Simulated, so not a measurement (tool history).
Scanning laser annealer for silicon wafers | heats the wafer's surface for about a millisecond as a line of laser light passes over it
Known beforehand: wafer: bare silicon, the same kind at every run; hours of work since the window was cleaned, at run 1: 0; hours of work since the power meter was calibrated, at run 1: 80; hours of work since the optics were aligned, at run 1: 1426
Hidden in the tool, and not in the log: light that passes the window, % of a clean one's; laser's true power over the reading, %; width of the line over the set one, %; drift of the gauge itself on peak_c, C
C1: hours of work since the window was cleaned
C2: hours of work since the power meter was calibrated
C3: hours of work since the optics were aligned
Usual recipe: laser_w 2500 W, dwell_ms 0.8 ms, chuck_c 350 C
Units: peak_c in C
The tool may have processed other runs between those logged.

{"run": 1, "hour": 0.0, "laser_w": 2500, "dwell_ms": 0.8, "chuck_c": 350, "C1": 0, "C2": 80, "C3": 1426, "peak_c": 1157}
{"run": 2, "hour": 27.1, "laser_w": 2500, "dwell_ms": 0.8, "chuck_c": 350, "C1": 18, "C2": 98, "C3": 1444, "peak_c": 1151}
{"run": 3, "hour": 65.5, "laser_w": 2197, "dwell_ms": 0.8, "chuck_c": 350, "C1": 44, "C2": 124, "C3": 1470, "peak_c": 1031}
{"run": 4, "hour": 85.0, "laser_w": 2500, "dwell_ms": 0.692, "chuck_c": 350, "C1": 58, "C2": 137, "C3": 1483, "peak_c": 1085}
{"run": 5, "hour": 120.6, "laser_w": 2500, "dwell_ms": 0.692, "chuck_c": 350, "C1": 82, "C2": 162, "C3": 1507, "peak_c": 1078}
{"run": 6, "hour": 140.7, "laser_w": 2500, "dwell_ms": 0.692, "chuck_c": 350, "C1": 95, "C2": 175, "C3": 1521, "peak_c": 1078}
{"run": 7, "hour": 169.0, "laser_w": 2500, "dwell_ms": 0.692, "chuck_c": 350, "C1": 114, "C2": 194, "C3": 1540, "peak_c": 1071}
{"run": 8, "hour": 205.8, "laser_w": 2461, "dwell_ms": 0.593, "chuck_c": 350, "C1": 139, "C2": 219, "C3": 1565, "peak_c": 994}
{"run": 9, "hour": 246.7, "laser_w": 2655, "dwell_ms": 0.874, "chuck_c": 350, "C1": 167, "C2": 247, "C3": 1593, "peak_c": 1233}
{"hour": 253.5, "done": "optics aligned, line set to its width"}
{"run": 10, "hour": 290.3, "laser_w": 2655, "dwell_ms": 0.874, "chuck_c": 350, "C1": 193, "C2": 273, "C3": 25, "peak_c": 1223}
{"run": 11, "hour": 309.2, "laser_w": 2500, "dwell_ms": 0.806, "chuck_c": 321, "C1": 206, "C2": 286, "C3": 38, "peak_c": 1094}
{"run": 12, "hour": 327.8, "laser_w": 2500, "dwell_ms": 0.806, "chuck_c": 321, "C1": 219, "C2": 299, "C3": 50, "peak_c": 1092}
{"hour": 364.5, "done": "optics aligned, line set to its width, once more"}
{"run": 13, "hour": 369.8, "laser_w": 2500, "dwell_ms": 0.806, "chuck_c": 321, "C1": 244, "C2": 324, "C3": 4, "peak_c": 1098}
{"run": 14, "hour": 390.7, "laser_w": 2500, "dwell_ms": 0.712, "chuck_c": 350, "C1": 258, "C2": 338, "C3": 18, "peak_c": 1070}

Each row is a separate what-if for the run after 14, all from the same tool condition, not one after another. Results?
{"run": "A", "hour": 420.2, "laser_w": 2506, "dwell_ms": 0.577, "chuck_c": 377, "C1": 278, "C2": 358, "C3": 38, "peak_c": "?"}
{"run": "B", "hour": 420.2, "laser_w": 2130, "dwell_ms": 0.743, "chuck_c": 348, "C1": 278, "C2": 358, "C3": 38, "peak_c": "?"}
{"run": "C", "hour": 420.2, "laser_w": 2563, "dwell_ms": 0.634, "chuck_c": 314, "C1": 278, "C2": 358, "C3": 38, "peak_c": "?"}

run=A peak_c=1015
run=B peak_c=947
run=C peak_c=1004
Take away the tool's hidden state, keep each run's random variation, and the runs would have read:
run=A peak_c=1057
run=B peak_c=987
run=C peak_c=1050
